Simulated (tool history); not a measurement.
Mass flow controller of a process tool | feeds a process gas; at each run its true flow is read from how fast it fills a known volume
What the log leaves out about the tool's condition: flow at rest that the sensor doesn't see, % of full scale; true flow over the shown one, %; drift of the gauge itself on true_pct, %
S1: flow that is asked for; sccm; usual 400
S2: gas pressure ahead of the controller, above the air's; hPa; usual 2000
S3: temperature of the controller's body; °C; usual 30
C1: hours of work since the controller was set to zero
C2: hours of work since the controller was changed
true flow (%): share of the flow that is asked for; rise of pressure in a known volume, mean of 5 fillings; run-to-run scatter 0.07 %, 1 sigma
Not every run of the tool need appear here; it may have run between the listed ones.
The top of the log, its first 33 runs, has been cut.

run 34 hour=10453.3 | S1=558 S2=2710 S3=33 | C1=7594 C2=7594 | true_flow_(%)=100.49
run 35 hour=10848.8 | S1=400 S2=1910 S3=21 | C1=7713 C2=7713 | true_flow_(%)=99.19
-- hour=11037.9 controller's zero set anew
run 36 hour=11127.2 | S1=459 S2=1470 S3=30 | C1=27 C2=7797 | true_flow_(%)=101.84
run 37 hour=11514.9 | S1=459 S2=1470 S3=30 | C1=144 C2=7913 | true_flow_(%)=101.95
-- hour=11680.9 controller exchanged for a calibrated one
run 38 hour=11900.0 | S1=871 S2=2200 S3=26 | C1=66 C2=66 | true_flow_(%)=99.64
run 39 hour=12294.6 | S1=400 S2=1730 S3=30 | C1=185 C2=185 | true_flow_(%)=99.44
run 40 hour=12562.1 | S1=400 S2=2060 S3=30 | C1=266 C2=266 | true_flow_(%)=99.30
run 41 hour=12780.0 | S1=394 S2=2000 S3=33 | C1=331 C2=331 | true_flow_(%)=99.72
run 42 hour=13007.0 | S1=400 S2=2340 S3=30 | C1=400 C2=400 | true_flow_(%)=99.04
run 43 hour=13345.5 | S1=110 S2=2260 S3=24 | C1=502 C2=502 | true_flow_(%)=97.94
run 44 hour=13609.3 | S1=110 S2=2260 S3=24 | C1=581 C2=581 | true_flow_(%)=97.78
run 45 hour=13976.8 | S1=110 S2=2260 S3=24 | C1=692 C2=692 | true_flow_(%)=97.72
run 46 hour=14308.0 | S1=110 S2=2260 S3=24 | C1=792 C2=792 | true_flow_(%)=97.71
run 47 hour=14630.2 | S1=135 S2=1480 S3=36 | C1=889 C2=889 | true_flow_(%)=99.60

What if the next run were any one of these 3? Each begins from the tool's condition after run 47:
run A hour=14831.0 | S1=329 S2=2000 S3=31 | C1=950 C2=950 | true_flow_(%)=?
run B hour=14831.0 | S1=195 S2=2390 S3=20 | C1=950 C2=950 | true_flow_(%)=?
run C hour=14831.0 | S1=400 S2=2390 S3=30 | C1=950 C2=950 | true_flow_(%)=?

run=A true_flow_(%)=99.33
run=B true_flow_(%)=97.55
run=C true_flow_(%)=99.18
Take away the tool's hidden state, keep each run's random variation, and the runs would have read:
run=A true_flow_(%)=99.31
run=B true_flow_(%)=97.69
run=C true_flow_(%)=99.12

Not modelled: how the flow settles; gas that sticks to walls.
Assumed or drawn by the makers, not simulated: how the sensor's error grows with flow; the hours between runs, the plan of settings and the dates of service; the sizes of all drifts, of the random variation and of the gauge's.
